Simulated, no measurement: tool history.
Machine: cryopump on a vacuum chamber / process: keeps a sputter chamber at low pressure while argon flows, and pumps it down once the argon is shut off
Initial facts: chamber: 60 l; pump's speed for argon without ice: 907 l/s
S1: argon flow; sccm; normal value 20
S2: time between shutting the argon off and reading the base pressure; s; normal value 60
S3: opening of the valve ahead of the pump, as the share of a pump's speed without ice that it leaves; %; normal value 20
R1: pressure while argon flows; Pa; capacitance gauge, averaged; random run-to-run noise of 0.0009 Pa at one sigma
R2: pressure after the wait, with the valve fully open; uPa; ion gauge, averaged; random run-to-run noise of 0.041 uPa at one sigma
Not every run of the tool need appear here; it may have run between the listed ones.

Run 1, day 0.000: usual settings. Result: R1 0.1957 Pa, R2 3.33 uPa.
Run 2, day 2.729: usual settings. Result: R1 0.1974 Pa, R2 3.24 uPa.
Run 3, day 5.246: usual settings. Result: R1 0.1980 Pa, R2 3.42 uPa.
Run 4, day 7.496: usual settings but S3 16 %. Result: R1 0.2454 Pa, R2 3.36 uPa.
Run 5, day 10.325: usual settings. Result: R1 0.1998 Pa, R2 3.48 uPa.
Run 6, day 13.496: usual settings. Result: R1 0.1985 Pa, R2 3.55 uPa.
Run 7, day 15.846: usual settings but S2 74 s. Result: R1 0.2003 Pa, R2 3.23 uPa.
Run 8, day 17.212: usual settings but S2 74 s. Result: R1 0.2029 Pa, R2 3.18 uPa.
Run 9, day 20.267: usual settings but S1 10 sccm. Result: R1 0.1004 Pa, R2 3.65 uPa.
At day 21.246: pump warmed up, emptied and cooled again.
Run 10, day 21.867: usual settings. Result: R1 0.1875 Pa, R2 3.17 uPa.
Run 11, day 23.412: usual settings. Result: R1 0.1869 Pa, R2 3.16 uPa.
Run 12, day 26.133: usual settings but S1 9 sccm, S2 31 s, S3 48 %. Result: R1 0.0361 Pa, R2 5.01 uPa.
Run 13, day 28.179: usual settings but S1 18 sccm, S2 37 s, S3 48 %. Result: R1 0.0723 Pa, R2 4.42 uPa.
Run 14, day 30.550: usual settings but S1 16 sccm, S2 62 s, S3 37 %. Result: R1 0.0823 Pa, R2 3.23 uPa.
Run 15, day 31.904: usual settings but S2 62 s, S3 47 %. Result: R1 0.0828 Pa, R2 3.28 uPa.
Run 16, day 33.592: usual settings but S1 18 sccm, S3 57 %. Result: R1 0.0615 Pa, R2 3.37 uPa.
Run 17, day 36.708: usual settings but S1 11 sccm, S2 124 s, S3 57 %. Result: R1 0.0381 Pa, R2 2.31 uPa.
Run 18, day 39.567: usual settings but S1 11 sccm, S2 124 s, S3 57 %. Result: R1 0.0381 Pa, R2 2.40 uPa.
Run 19, day 40.867: usual settings but S1 33 sccm, S3 48 %. Result: R1 0.1371 Pa, R2 3.45 uPa.
Run 20, day 42.350: usual settings but S1 16 sccm, S2 118 s, S3 23 %. Result: R1 0.1326 Pa, R2 2.52 uPa.
Run 21, day 44.396: usual settings but S1 35 sccm, S2 118 s, S3 21 %. Result: R1 0.3216 Pa, R2 2.51 uPa.
Run 22, day 46.446: usual settings but S1 10 sccm, S2 49 s, S3 21 %. Result: R1 0.0918 Pa, R2 4.04 uPa.

A few steps of R1 between consecutive runs. Split each: what settings, incoming material and random variation would produce without the hidden state, and what is left over for the hidden state, along with gauge scatter present in only one of the two compared results (measured, and without hidden state):
Hidden state present: pump's speed, % of a pump's without ice; cold plate's temperature, K; leak into the chamber, uPa l/s; drift of the gauge itself on working_pa, %; drift of the gauge itself on base_upa, %.
Run 8 -> 9: S1 20 -> 10, S2 74 -> 60. R1 -0.1025 Pa: hidden state -0.0074, all else -0.0951.
Run 20 -> 21: S1 16 -> 35, S3 23 -> 21. R1 +0.1890 Pa: hidden state +0.0063, all else +0.1827.
Run 21 -> 22: S1 35 -> 10, S2 118 -> 49. R1 -0.2298 Pa: hidden state -0.0074, all else -0.2224.
